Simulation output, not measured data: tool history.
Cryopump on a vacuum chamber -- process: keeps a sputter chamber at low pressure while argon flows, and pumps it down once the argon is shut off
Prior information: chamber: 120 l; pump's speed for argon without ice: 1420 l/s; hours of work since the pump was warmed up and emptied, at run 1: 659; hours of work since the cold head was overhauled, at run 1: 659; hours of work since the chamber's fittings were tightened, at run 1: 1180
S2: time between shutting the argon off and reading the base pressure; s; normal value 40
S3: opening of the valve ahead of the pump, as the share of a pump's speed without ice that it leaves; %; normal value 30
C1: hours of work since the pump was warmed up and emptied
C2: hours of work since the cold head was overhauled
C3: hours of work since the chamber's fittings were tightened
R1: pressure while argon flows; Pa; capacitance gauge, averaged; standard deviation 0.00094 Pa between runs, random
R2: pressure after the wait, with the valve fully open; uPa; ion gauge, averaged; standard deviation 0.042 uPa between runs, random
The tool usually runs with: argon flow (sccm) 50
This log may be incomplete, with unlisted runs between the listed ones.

run 1 hour=0 | argon_flow_(sccm)=50 S2=40 S3=30 | C1=659 C2=659 C3=1180 | R1=0.2065 R2=3.29
run 2 hour=27.4 | argon_flow_(sccm)=33 S2=40 S3=30 | C1=674 C2=674 C3=1194 | R1=0.1366 R2=3.38
run 3 hour=51.6 | argon_flow_(sccm)=33 S2=40 S3=30 | C1=686 C2=686 C3=1207 | R1=0.136 R2=3.25
run 4 hour=78.3 | argon_flow_(sccm)=33 S2=40 S3=30 | C1=700 C2=700 C3=1220 | R1=0.1368 R2=3.38
run 5 hour=97.9 | argon_flow_(sccm)=33 S2=40 S3=30 | C1=711 C2=711 C3=1231 | R1=0.1382 R2=3.37
run 6 hour=116.9 | argon_flow_(sccm)=50 S2=40 S3=30 | C1=721 C2=721 C3=1241 | R1=0.2101 R2=3.31
run 7 hour=151.7 | argon_flow_(sccm)=50 S2=86 S3=30 | C1=739 C2=739 C3=1259 | R1=0.2094 R2=2.18
run 8 hour=179.9 | argon_flow_(sccm)=50 S2=86 S3=30 | C1=754 C2=754 C3=1274 | R1=0.2083 R2=2.16
run 9 hour=195.9 | argon_flow_(sccm)=98 S2=40 S3=30 | C1=762 C2=762 C3=1282 | R1=0.4108 R2=3.51
run 10 hour=224.4 | argon_flow_(sccm)=98 S2=40 S3=30 | C1=777 C2=777 C3=1297 | R1=0.4115 R2=3.47
run 11 hour=240.8 | argon_flow_(sccm)=50 S2=40 S3=30 | C1=785 C2=785 C3=1305 | R1=0.2102 R2=3.38
run 12 hour=262.6 | argon_flow_(sccm)=50 S2=25 S3=30 | C1=797 C2=797 C3=1317 | R1=0.2091 R2=4.86
run 13 hour=282 | argon_flow_(sccm)=50 S2=25 S3=30 | C1=807 C2=807 C3=1327 | R1=0.21 R2=4.86
run 14 hour=303.7 | argon_flow_(sccm)=50 S2=40 S3=30 | C1=818 C2=818 C3=1338 | R1=0.2101 R2=3.47
-- hour=318.9 pump warmed up, emptied and cooled again
run 15 hour=345.5 | argon_flow_(sccm)=50 S2=40 S3=30 | C1=14 C2=838 C3=1358 | R1=0.1974 R2=3.35
run 16 hour=368.6 | argon_flow_(sccm)=50 S2=151 S3=30 | C1=26 C2=850 C3=1370 | R1=0.1988 R2=1.61
run 17 hour=406.4 | argon_flow_(sccm)=50 S2=151 S3=30 | C1=46 C2=869 C3=1389 | R1=0.2001 R2=1.61
run 18 hour=440.9 | argon_flow_(sccm)=35 S2=29 S3=30 | C1=64 C2=887 C3=1408 | R1=0.1383 R2=4.13
run 19 hour=476.5 | argon_flow_(sccm)=35 S2=29 S3=30 | C1=82 C2=906 C3=1426 | R1=0.1394 R2=4.32
run 20 hour=512.5 | argon_flow_(sccm)=35 S2=29 S3=30 | C1=101 C2=925 C3=1445 | R1=0.1405 R2=4.19
run 21 hour=548.8 | argon_flow_(sccm)=100 S2=40 S3=30 | C1=120 C2=944 C3=1464 | R1=0.4021 R2=3.45
run 22 hour=576 | argon_flow_(sccm)=100 S2=40 S3=30 | C1=134 C2=958 C3=1478 | R1=0.4011 R2=3.38
run 23 hour=614.2 | argon_flow_(sccm)=61 S2=188 S3=19 | C1=154 C2=978 C3=1498 | R1=0.3849 R2=1.6
run 24 hour=630.6 | argon_flow_(sccm)=22 S2=147 S3=16 | C1=163 C2=987 C3=1507 | R1=0.1645 R2=1.77
run 25 hour=647.7 | argon_flow_(sccm)=22 S2=147 S3=16 | C1=172 C2=996 C3=1516 | R1=0.1653 R2=1.75
run 26 hour=669 | argon_flow_(sccm)=22 S2=143 S3=47 | C1=183 C2=1007 C3=1527 | R1=0.0572 R2=1.78
run 27 hour=694.6 | argon_flow_(sccm)=78 S2=64 S3=16 | C1=196 C2=1020 C3=1540 | R1=0.581 R2=2.58
run 28 hour=717.2 | argon_flow_(sccm)=78 S2=64 S3=16 | C1=208 C2=1032 C3=1552 | R1=0.587 R2=2.63
run 29 hour=746 | argon_flow_(sccm)=78 S2=64 S3=16 | C1=223 C2=1047 C3=1567 | R1=0.5839 R2=2.72
run 30 hour=783.7 | argon_flow_(sccm)=78 S2=64 S3=16 | C1=243 C2=1067 C3=1587 | R1=0.5864 R2=2.66
run 31 hour=809.6 | argon_flow_(sccm)=30 S2=114 S3=35 | C1=257 C2=1080 C3=1600 | R1=0.1041 R2=2.07
run 32 hour=831.2 | argon_flow_(sccm)=94 S2=40 S3=24 | C1=268 C2=1092 C3=1612 | R1=0.4749 R2=3.48
run 33 hour=864.9 | argon_flow_(sccm)=94 S2=40 S3=24 | C1=286 C2=1109 C3=1629 | R1=0.4711 R2=3.62
run 34 hour=885.5 | argon_flow_(sccm)=94 S2=40 S3=24 | C1=296 C2=1120 C3=1640 | R1=0.4759 R2=3.54

Here are 3 independent what-if runs from the current tool condition. What would each one return?
run A hour=923.8 | argon_flow_(sccm)=49 S2=221 S3=24 | C1=316 C2=1140 C3=1660 | R1=? R2=?
run B hour=923.8 | argon_flow_(sccm)=63 S2=40 S3=49 | C1=316 C2=1140 C3=1660 | R1=? R2=?
run C hour=923.8 | argon_flow_(sccm)=99 S2=240 S3=19 | C1=316 C2=1140 C3=1660 | R1=? R2=?

run=A R1=0.2455 R2=1.7
run=B R1=0.1583 R2=3.51
run=C R1=0.6319 R2=1.65
Without the tool's hidden state the same runs would have given:
run=A R1=0.2412 R2=0.61
run=B R1=0.1527 R2=2.41
run=C R1=0.6229 R2=0.58
